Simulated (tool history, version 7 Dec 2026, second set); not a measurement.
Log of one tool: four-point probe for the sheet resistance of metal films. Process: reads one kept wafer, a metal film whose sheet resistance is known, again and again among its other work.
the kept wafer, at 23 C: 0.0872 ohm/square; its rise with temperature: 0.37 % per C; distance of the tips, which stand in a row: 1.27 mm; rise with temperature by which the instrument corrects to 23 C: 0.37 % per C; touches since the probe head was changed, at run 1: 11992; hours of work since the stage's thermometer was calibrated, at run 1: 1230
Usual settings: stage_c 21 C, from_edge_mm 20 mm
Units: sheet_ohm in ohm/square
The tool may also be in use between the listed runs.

run    hour  stage_c  from_edge_mm  touches since the probe head was changed  hours of work since the stage's thermometer was calibrated  sheet_ohm
  1       0       21            20                                     11992                                                        1230   0.087327
  2   146.2       21            20                                     19308                                                        1333    0.08743
  3   272.7       21            20                                     25647                                                        1422   0.087526
  4   383.6       21            20                                     31197                                                        1500   0.087573
  5   478.3       21            20                                     35940                                                        1566   0.087614
  6   599.6       21            20                                     42011                                                        1651   0.087739
  7   723.3       21            44                                     48201                                                        1738    0.08762
  8   834.8       21            44                                     53786                                                        1817   0.087732
  9   964.8       21            44                                     60293                                                        1908   0.087825
 10  1049.2       21            44                                     64521                                                        1968   0.087827
 11  1166.4       21             4                                     70387                                                        2050   0.092407
 12  1283.3       21             4                                     76237                                                        2132   0.092474
 13  1367.3       21             4                                     80445                                                        2191   0.092551
 14    1441       21             4                                     84134                                                        2243   0.092576
 15  1548.1       21             4                                     89497                                                        2318    0.09264
 16  1680.9       21             4                                     96145                                                        2412   0.092716
     1762.1  -- stage's thermometer calibrated
 17  1782.6       21            20                                    101209                                                          14   0.088329
 18  1842.1       21            24                                    104190                                                          56   0.088277
     1868.4  -- new probe head fitted
 19  1939.3       21            20                                      3550                                                         124   0.086668
 20  2022.8       21            20                                      7730                                                         183   0.086718
 21  2120.8       21            20                                     12637                                                         252   0.086788
 22  2202.7       21            20                                     16736                                                         309   0.086817
 23  2333.9       21            20                                     23303                                                         401   0.086915
 24  2403.2       20            50                                     26773                                                         450   0.086809
 25  2485.8       28             5                                     30908                                                         508   0.089724
 26  2545.2       28             5                                     33883                                                         550   0.089818
 27  2625.5       32             7                                     37900                                                         606   0.088408
 28  2751.8       27            11                                     44224                                                         695   0.087618
 29  2825.9       35             6                                     47936                                                         747   0.089085
 30  2895.5       22             5                                     51421                                                         796   0.090019
 31    3036       21             5                                     58452                                                         895   0.090126
 32  3175.2       20            42                                     65422                                                         993   0.087328
 33  3255.6       19             4                                     69449                                                        1049   0.091825
 34  3370.8       19            40                                     75215                                                        1130   0.087434
 35  3466.7       29            31                                     80015                                                        1198   0.087537
 36  3608.9       29            31                                     87137                                                        1298    0.08759
 37    3689       29            31                                     91143                                                        1354    0.08768
 38  3835.3       20            16                                     98469                                                        1457   0.088002
 39    3923       31             7                                    102862                                                        1519   0.089268
     3964.8  -- new probe head fitted
 40  4060.1       31             7                                      4768                                                        1614   0.088755
 41  4187.2       30            60                                     11130                                                        1704   0.087352
 42  4247.4       31            10                                     14144                                                        1746     0.0881
 43  4364.3       31            10                                     19998                                                        1828   0.088196
 44    4426       26            11                                     23086                                                        1872   0.088085
 45  4550.1       25             8                                     29301                                                        1959    0.08872

3 ways to go on from here, each from the tool as it stands after run 45. What would each give?
  A  4682.8       21             5                                     35945                                                        2052          ?
  B  4682.8       20            34                                     35945                                                        2052          ?
  C  4682.8       21             4                                     35945                                                        2052          ?

run  sheet_ohm
  A   0.090595
  B     0.0877
  C   0.092129
Without the tool's hidden state the same runs would have given:
run  sheet_ohm
  A   0.090137
  B   0.087255
  C   0.091664
